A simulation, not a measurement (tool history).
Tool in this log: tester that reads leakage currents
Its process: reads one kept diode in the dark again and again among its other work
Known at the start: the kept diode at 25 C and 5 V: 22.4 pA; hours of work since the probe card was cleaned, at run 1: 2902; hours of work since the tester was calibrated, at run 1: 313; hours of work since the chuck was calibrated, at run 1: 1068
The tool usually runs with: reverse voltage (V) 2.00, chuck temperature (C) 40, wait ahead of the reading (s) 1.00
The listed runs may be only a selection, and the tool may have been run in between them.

| run | hour | reverse voltage (V) | chuck temperature (C) | wait ahead of the reading (s) | hours of work since the probe card was cleaned | hours of work since the tester was calibrated | hours of work since the chuck was calibrated | current that the tester gives (pA) |
|---|---|---|---|---|---|---|---|---|
| 1 | 0.0 | 2.00 | 40 | 1.00 | 2902 | 313 | 1068 | 52.85 |
| 2 | 21.7 | 2.00 | 40 | 1.00 | 2912 | 323 | 1078 | 52.89 |
| 3 | 61.5 | 2.00 | 40 | 1.00 | 2930 | 341 | 1096 | 53.01 |
| 4 | 79.3 | 2.00 | 40 | 2.66 | 2939 | 349 | 1105 | 53.34 |
| 5 | 116.9 | 2.00 | 40 | 2.66 | 2956 | 367 | 1122 | 53.03 |
| 6 | 142.1 | 2.00 | 27 | 1.00 | 2968 | 379 | 1134 | 20.46 |
| 7 | 178.7 | 2.00 | 27 | 1.00 | 2985 | 395 | 1151 | 20.74 |
| 8 | 199.8 | 2.00 | 40 | 1.00 | 2995 | 405 | 1161 | 53.38 |
| 9 | 224.5 | 2.00 | 40 | 1.00 | 3006 | 417 | 1172 | 53.45 |
| 10 | 245.8 | 2.00 | 40 | 1.00 | 3016 | 427 | 1182 | 53.60 |
|  | 249.8 | tester calibrated |
| 11 | 275.7 | 2.00 | 40 | 1.00 | 3029 | 12 | 1195 | 53.50 |
| 12 | 306.8 | 10.45 | 58 | 1.17 | 3043 | 26 | 1209 | 488.08 |
| 13 | 333.8 | 7.24 | 40 | 0.53 | 3056 | 39 | 1222 | 114.65 |
| 14 | 359.6 | 2.00 | 23 | 1.00 | 3068 | 51 | 1234 | 15.59 |
| 15 | 392.9 | 5.21 | 31 | 6.64 | 3083 | 66 | 1249 | 49.77 |
| 16 | 420.4 | 2.00 | 40 | 1.94 | 3096 | 79 | 1262 | 53.65 |
|  | 460.8 | tester calibrated, once more |
| 17 | 464.1 | 2.00 | 40 | 1.94 | 3115 | 2 | 1281 | 53.62 |
| 18 | 483.4 | 3.08 | 40 | 0.68 | 3124 | 10 | 1290 | 69.19 |
| 19 | 511.1 | 5.46 | 40 | 1.00 | 3137 | 23 | 1303 | 97.16 |
| 20 | 538.7 | 2.00 | 26 | 5.75 | 3150 | 36 | 1316 | 19.55 |

Branching from run 20: 4 alternative next runs. What would each branch give?
| A | 559.9 | 12.12 | 40 | 1.00 | 3160 | 46 | 1326 | ? |
| B | 559.9 | 1.89 | 24 | 0.42 | 3160 | 46 | 1326 | ? |
| C | 559.9 | 4.09 | 40 | 1.03 | 3160 | 46 | 1326 | ? |
| D | 559.9 | 1.88 | 35 | 5.75 | 3160 | 46 | 1326 | ? |

| run | current that the tester gives (pA) |
|---|---|
| A | 158.32 |
| B | 16.47 |
| C | 82.35 |
| D | 35.76 |
Stripped of hidden state, with their random variation kept, the same runs would have yielded:
| run | current that the tester gives (pA) |
|---|---|
| A | 127.14 |
| B | 12.22 |
| C | 69.35 |
| D | 29.88 |
